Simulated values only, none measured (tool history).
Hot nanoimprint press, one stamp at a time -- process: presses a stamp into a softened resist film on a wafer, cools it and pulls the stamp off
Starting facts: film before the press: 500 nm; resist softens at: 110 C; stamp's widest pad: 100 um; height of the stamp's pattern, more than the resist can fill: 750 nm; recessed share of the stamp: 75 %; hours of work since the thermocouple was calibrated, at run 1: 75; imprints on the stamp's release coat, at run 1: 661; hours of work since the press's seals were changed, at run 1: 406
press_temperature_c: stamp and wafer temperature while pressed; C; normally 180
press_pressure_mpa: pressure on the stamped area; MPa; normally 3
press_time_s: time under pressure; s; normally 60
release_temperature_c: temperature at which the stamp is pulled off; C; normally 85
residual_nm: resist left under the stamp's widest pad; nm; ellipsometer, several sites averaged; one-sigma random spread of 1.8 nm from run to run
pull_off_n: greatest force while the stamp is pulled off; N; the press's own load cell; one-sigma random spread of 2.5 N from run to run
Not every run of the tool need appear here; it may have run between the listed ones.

| run | hour | press_temperature_c | press_pressure_mpa | press_time_s | release_temperature_c | hours of work since the thermocouple was calibrated | imprints on the stamp's release coat | hours of work since the press's seals were changed | residual_nm | pull_off_n |
|---|---|---|---|---|---|---|---|---|---|---|
| 1 | 0 | 180 | 3 | 60 | 85 | 75 | 661 | 406 | 285.5 | 133 |
| 2 | 33.7 | 183 | 3 | 60 | 85 | 101 | 777 | 432 | 259.2 | 142 |
| 3 | 72.1 | 180 | 3 | 60 | 91 | 130 | 909 | 461 | 281.4 | 127 |
| 4 | 96.5 | 180 | 3 | 60 | 91 | 149 | 994 | 480 | 285 | 125 |
| 5 | 129.7 | 180 | 3 | 60 | 91 | 175 | 1108 | 505 | 280.6 | 131 |
| 6 | 157.5 | 180 | 3 | 60 | 91 | 196 | 1204 | 527 | 280.2 | 136 |
| 7 | 185.6 | 180 | 3 | 52 | 91 | 218 | 1301 | 548 | 293.4 | 136 |
|  | 200.4 | stamp cleaned and given a new release coat |
| 8 | 222.3 | 180 | 3 | 52 | 91 | 241 | 75 | 572 | 292.8 | 105 |
| 9 | 248.8 | 182 | 3 | 60 | 85 | 261 | 167 | 592 | 262.8 | 118 |
| 10 | 272.4 | 171 | 3 | 60 | 85 | 280 | 248 | 610 | 361.6 | 121 |
| 11 | 309.2 | 171 | 3.22 | 60 | 85 | 308 | 375 | 639 | 348.5 | 125 |
| 12 | 338.1 | 171 | 3.22 | 60 | 85 | 330 | 475 | 661 | 353.5 | 130 |
| 13 | 373.9 | 180 | 3 | 85 | 85 | 357 | 598 | 688 | 244.7 | 127 |
|  | 407.3 | plate thermocouple calibrated |
| 14 | 409.8 | 180 | 3 | 60 | 74 | 2 | 712 | 713 | 293.1 | 171 |
| 15 | 444.7 | 180 | 3 | 60 | 85 | 29 | 832 | 740 | 291.9 | 142 |
| 16 | 487 | 186 | 2.04 | 60 | 90 | 61 | 978 | 773 | 277.2 | 135 |
| 17 | 515.4 | 186 | 2.04 | 60 | 90 | 83 | 1076 | 795 | 273.3 | 137 |
|  | 535.6 | press's hydraulic seals changed and the load cell set to zero |
| 18 | 556.5 | 186 | 2.04 | 60 | 90 | 108 | 1190 | 16 | 268.1 | 139 |
| 19 | 588.9 | 173 | 3.8 | 60 | 85 | 133 | 1302 | 41 | 324.5 | 151 |
|  | 603.8 | stamp cleaned and given a new release coat |
| 20 | 617.5 | 179 | 2.08 | 74 | 81 | 151 | 47 | 58 | 307.4 | 128 |
| 21 | 651 | 184 | 3.46 | 108 | 92 | 176 | 162 | 84 | 182.9 | 107 |
| 22 | 685.6 | 184 | 3.46 | 87 | 92 | 203 | 282 | 111 | 201.4 | 107 |
| 23 | 707.6 | 184 | 3.18 | 74 | 90 | 220 | 357 | 127 | 220.1 | 120 |
| 24 | 742.8 | 184 | 3.18 | 55 | 90 | 247 | 479 | 154 | 249.4 | 117 |

Forecast run 25:
| 25 | 782.5 | 184 | 3.18 | 55 | 90 | 277 | 615 | 185 | ? | ? |

residual_nm: 247 nm
pull_off_n: 121 N
With no hidden state in the tool, this same run would have given residual_nm 255.6 nm, pull_off_n 107 N.
